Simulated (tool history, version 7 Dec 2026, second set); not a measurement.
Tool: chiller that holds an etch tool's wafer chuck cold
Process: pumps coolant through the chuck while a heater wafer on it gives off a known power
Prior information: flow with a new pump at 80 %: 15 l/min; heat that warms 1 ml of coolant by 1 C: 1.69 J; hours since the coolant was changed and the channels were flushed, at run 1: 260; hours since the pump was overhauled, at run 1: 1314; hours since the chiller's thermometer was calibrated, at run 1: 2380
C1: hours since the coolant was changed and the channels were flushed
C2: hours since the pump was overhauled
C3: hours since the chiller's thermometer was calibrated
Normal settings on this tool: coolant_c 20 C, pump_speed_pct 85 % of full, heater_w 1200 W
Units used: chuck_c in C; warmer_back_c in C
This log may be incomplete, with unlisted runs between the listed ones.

Run 1, day 0.000: usual settings; C1 260; C2 1314; C3 2380. Result: chuck_c 27.9 C, warmer_back_c 2.69 C.
Run 2, day 1.279: usual settings; C1 291; C2 1345; C3 2411. Result: chuck_c 27.8 C, warmer_back_c 2.72 C.
Run 3, day 2.442: usual settings; C1 319; C2 1372; C3 2439. Result: chuck_c 27.7 C, warmer_back_c 2.67 C.
Run 4, day 3.083: usual settings; C1 334; C2 1388; C3 2454. Result: chuck_c 27.7 C, warmer_back_c 2.71 C.
Run 5, day 3.717: usual settings; C1 349; C2 1403; C3 2469. Result: chuck_c 27.7 C, warmer_back_c 2.66 C.
Run 6, day 4.854: usual settings; C1 377; C2 1430; C3 2497. Result: chuck_c 27.9 C, warmer_back_c 2.67 C.
Run 7, day 5.425: usual settings; C1 390; C2 1444; C3 2510. Result: chuck_c 27.8 C, warmer_back_c 2.66 C.
Run 8, day 6.054: usual settings; C1 406; C2 1459; C3 2526. Result: chuck_c 27.9 C, warmer_back_c 2.66 C.
Run 9, day 7.296: usual settings but pump_speed_pct 89 % of full; C1 435; C2 1489; C3 2555. Result: chuck_c 27.7 C, warmer_back_c 2.53 C.
Run 10, day 8.117: usual settings but pump_speed_pct 89 % of full; C1 455; C2 1509; C3 2575. Result: chuck_c 27.6 C, warmer_back_c 2.50 C.
Run 11, day 9.488: usual settings but coolant_c 25 C, pump_speed_pct 89 % of full; C1 488; C2 1541; C3 2608. Result: chuck_c 32.7 C, warmer_back_c 2.54 C.
Run 12, day 10.229: usual settings; C1 506; C2 1559; C3 2626. Result: chuck_c 27.7 C, warmer_back_c 2.71 C.
Run 13, day 11.562: usual settings; C1 538; C2 1591; C3 2658. Result: chuck_c 27.9 C, warmer_back_c 2.66 C.
Run 14, day 12.933: usual settings; C1 571; C2 1624; C3 2691. Result: chuck_c 27.8 C, warmer_back_c 2.65 C.
Run 15, day 13.879: usual settings; C1 593; C2 1647; C3 2713. Result: chuck_c 27.7 C, warmer_back_c 2.69 C.
Run 16, day 14.462: usual settings but coolant_c 14 C, pump_speed_pct 64 % of full; C1 607; C2 1661; C3 2727. Result: chuck_c 23.2 C, warmer_back_c 3.54 C.
Run 17, day 15.038: usual settings but coolant_c 12 C, heater_w 933 W; C1 621; C2 1675; C3 2741. Result: chuck_c 18.1 C, warmer_back_c 2.13 C.
Run 18, day 15.996: usual settings but heater_w 1520 W; C1 644; C2 1698; C3 2764. Result: chuck_c 29.8 C, warmer_back_c 3.38 C.
Run 19, day 16.638: usual settings but pump_speed_pct 96 % of full, heater_w 1016 W; C1 660; C2 1713; C3 2780. Result: chuck_c 26.4 C, warmer_back_c 2.02 C.
Run 20, day 17.817: usual settings but pump_speed_pct 96 % of full, heater_w 1016 W; C1 688; C2 1741; C3 2808. Result: chuck_c 26.1 C, warmer_back_c 2.08 C.
Run 21, day 18.633: usual settings but coolant_c 15 C, pump_speed_pct 96 % of full, heater_w 1505 W; C1 707; C2 1761; C3 2827. Result: chuck_c 24.2 C, warmer_back_c 2.93 C.
Run 22, day 19.954: usual settings but pump_speed_pct 69 % of full; C1 739; C2 1793; C3 2859. Result: chuck_c 28.9 C, warmer_back_c 3.32 C.
Run 23, day 21.162: usual settings but coolant_c 14 C, pump_speed_pct 78 % of full; C1 768; C2 1822; C3 2888. Result: chuck_c 22.3 C, warmer_back_c 2.86 C.
Run 24, day 22.183: usual settings but coolant_c 25 C, pump_speed_pct 99 % of full; C1 793; C2 1846; C3 2913. Result: chuck_c 32.2 C, warmer_back_c 2.32 C.
Run 25, day 23.100: usual settings but coolant_c 11 C, pump_speed_pct 99 % of full, heater_w 982 W; C1 815; C2 1868; C3 2935. Result: chuck_c 16.9 C, warmer_back_c 1.87 C.
Run 26, day 23.696: usual settings but coolant_c 15 C, pump_speed_pct 100 % of full, heater_w 954 W; C1 829; C2 1882; C3 2949. Result: chuck_c 20.6 C, warmer_back_c 1.80 C.
Run 27, day 24.717: usual settings but coolant_c 15 C, pump_speed_pct 100 % of full, heater_w 954 W; C1 853; C2 1907; C3 2973. Result: chuck_c 20.8 C, warmer_back_c 1.82 C.

What if the next run were any one of these 3? Each begins from the tool's condition after run 27:
Run A, day 25.842: usual settings but coolant_c 15 C, pump_speed_pct 66 % of full; C1 880; C2 1934; C3 3000. Result: chuck_c ?, warmer_back_c ?.
Run B, day 25.842: usual settings but coolant_c 27 C, pump_speed_pct 61 % of full, heater_w 845 W; C1 880; C2 1934; C3 3000. Result: chuck_c ?, warmer_back_c ?.
Run C, day 25.842: usual settings but coolant_c 26 C, pump_speed_pct 100 % of full, heater_w 674 W; C1 880; C2 1934; C3 3000. Result: chuck_c ?, warmer_back_c ?.

run  chuck_c  warmer_back_c
  A     24.1           3.43
  B     33.8           2.66
  C     30.2           1.27
The same runs, with their run-to-run variation unchanged, on a tool lacking any hidden condition would have given:
run  chuck_c  warmer_back_c
  A     24.0           3.42
  B     33.8           2.66
  C     30.2           1.27

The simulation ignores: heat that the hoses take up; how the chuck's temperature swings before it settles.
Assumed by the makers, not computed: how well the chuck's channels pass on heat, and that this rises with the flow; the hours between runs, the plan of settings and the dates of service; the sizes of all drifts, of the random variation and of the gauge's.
